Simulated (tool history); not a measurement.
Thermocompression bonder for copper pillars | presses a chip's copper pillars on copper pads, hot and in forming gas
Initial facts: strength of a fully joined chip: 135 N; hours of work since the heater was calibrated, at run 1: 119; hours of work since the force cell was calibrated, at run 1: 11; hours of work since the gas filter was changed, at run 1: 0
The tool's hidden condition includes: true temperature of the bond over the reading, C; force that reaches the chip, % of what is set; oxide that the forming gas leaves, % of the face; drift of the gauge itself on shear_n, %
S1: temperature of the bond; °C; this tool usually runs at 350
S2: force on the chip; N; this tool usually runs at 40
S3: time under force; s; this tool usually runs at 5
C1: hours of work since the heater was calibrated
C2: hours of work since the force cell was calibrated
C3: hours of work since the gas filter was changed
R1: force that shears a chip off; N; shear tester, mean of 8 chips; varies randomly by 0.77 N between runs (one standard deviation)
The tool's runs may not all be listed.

{"run": 1, "day": 0.0, "S1": 350, "S2": 40, "S3": 5, "C1": 119, "C2": 11, "C3": 0, "R1": 57.8}
{"run": 2, "day": 0.504, "S1": 350, "S2": 40, "S3": 5, "C1": 127, "C2": 18, "C3": 8, "R1": 58.5}
{"run": 3, "day": 1.308, "S1": 350, "S2": 40, "S3": 5, "C1": 140, "C2": 31, "C3": 20, "R1": 59.4}
{"run": 4, "day": 2.108, "S1": 350, "S2": 36, "S3": 5, "C1": 152, "C2": 44, "C3": 33, "R1": 54.7}
{"run": 5, "day": 2.946, "S1": 350, "S2": 24, "S3": 5, "C1": 165, "C2": 57, "C3": 46, "R1": 35.2}
{"run": 6, "day": 3.35, "S1": 350, "S2": 24, "S3": 5, "C1": 172, "C2": 63, "C3": 52, "R1": 35.8}
{"run": 7, "day": 4.096, "S1": 350, "S2": 40, "S3": 5, "C1": 183, "C2": 74, "C3": 64, "R1": 58.2}
{"run": 8, "day": 4.888, "S1": 345, "S2": 40, "S3": 5, "C1": 196, "C2": 87, "C3": 76, "R1": 51.8}
{"run": 9, "day": 5.45, "S1": 345, "S2": 40, "S3": 5, "C1": 204, "C2": 96, "C3": 85, "R1": 53.9}
{"run": 10, "day": 6.221, "S1": 345, "S2": 40, "S3": 5, "C1": 216, "C2": 108, "C3": 97, "R1": 54.5}
{"run": 11, "day": 6.921, "S1": 345, "S2": 40, "S3": 5, "C1": 227, "C2": 118, "C3": 108, "R1": 54.1}
{"run": 12, "day": 7.762, "S1": 345, "S2": 40, "S3": 5, "C1": 240, "C2": 132, "C3": 121, "R1": 52.4}
{"run": 13, "day": 8.288, "S1": 374, "S2": 40, "S3": 5, "C1": 249, "C2": 140, "C3": 129, "R1": 72.0}
{"day": 8.883, "done": "forming gas filter changed"}
{"run": 14, "day": 9.125, "S1": 374, "S2": 40, "S3": 5, "C1": 261, "C2": 152, "C3": 4, "R1": 73.0}
{"run": 15, "day": 9.654, "S1": 350, "S2": 40, "S3": 3, "C1": 270, "C2": 161, "C3": 12, "R1": 48.2}
{"run": 16, "day": 10.533, "S1": 350, "S2": 40, "S3": 3, "C1": 283, "C2": 174, "C3": 26, "R1": 46.0}
{"run": 17, "day": 10.929, "S1": 350, "S2": 40, "S3": 3, "C1": 289, "C2": 181, "C3": 32, "R1": 47.9}
{"run": 18, "day": 11.471, "S1": 350, "S2": 60, "S3": 3, "C1": 298, "C2": 189, "C3": 40, "R1": 66.4}
{"run": 19, "day": 11.938, "S1": 350, "S2": 60, "S3": 3, "C1": 305, "C2": 196, "C3": 48, "R1": 65.9}
{"day": 12.079, "done": "heater calibrated with a thermocouple chip"}
{"run": 20, "day": 12.729, "S1": 350, "S2": 60, "S3": 3, "C1": 10, "C2": 207, "C3": 59, "R1": 67.2}
{"run": 21, "day": 13.175, "S1": 350, "S2": 58, "S3": 4, "C1": 17, "C2": 214, "C3": 66, "R1": 68.1}

Estimate the outcome of run 22 from the log above:
{"run": 22, "day": 13.621, "S1": 370, "S2": 40, "S3": 3, "C1": 24, "C2": 221, "C3": 72, "R1": "?"}

Logged for run 22: R1 57.7 N.
Had the tool carried no hidden state, the very same run would have given R1 60.8 N.
